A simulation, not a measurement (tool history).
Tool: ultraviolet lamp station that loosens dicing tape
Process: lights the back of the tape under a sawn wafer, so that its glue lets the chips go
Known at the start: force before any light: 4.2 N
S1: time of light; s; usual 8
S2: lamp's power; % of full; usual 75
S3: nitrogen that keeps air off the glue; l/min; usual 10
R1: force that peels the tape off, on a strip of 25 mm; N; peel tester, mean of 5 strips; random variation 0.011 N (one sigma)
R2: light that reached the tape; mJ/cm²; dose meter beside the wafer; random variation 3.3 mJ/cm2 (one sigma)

run   hour  S1  S2  S3     R1   R2
  1      0   8  75  10  0.496  524
  2   22.6   8  75  10  0.489  531
  3   37.1   8  61  10  0.683  426
  4   59.9   8  61  10  0.679  427
  5   76.3   8  61  10  0.687  426
  6   93.9   8  61  10  0.685  426
  7  111.5   8  74  10  0.514  514
  8  128.2   8  74  10  0.496  521
  9  146.6   8  74  10    0.5  515
 10  161.2   8  74  10  0.497  520
 11  182.5   6  65   4  1.458  340
 12    200   9  67  20  0.368  527
 13  214.6   9  67  20  0.349  524

Run 14 comes next. What will it give?
 14  232.6   9  67  20   ?   ?

R1: 0.358 N
R2: 528 mJ/cm²
Without the tool's hidden state the same run would have given R1 0.357 N, R2 529 mJ/cm².

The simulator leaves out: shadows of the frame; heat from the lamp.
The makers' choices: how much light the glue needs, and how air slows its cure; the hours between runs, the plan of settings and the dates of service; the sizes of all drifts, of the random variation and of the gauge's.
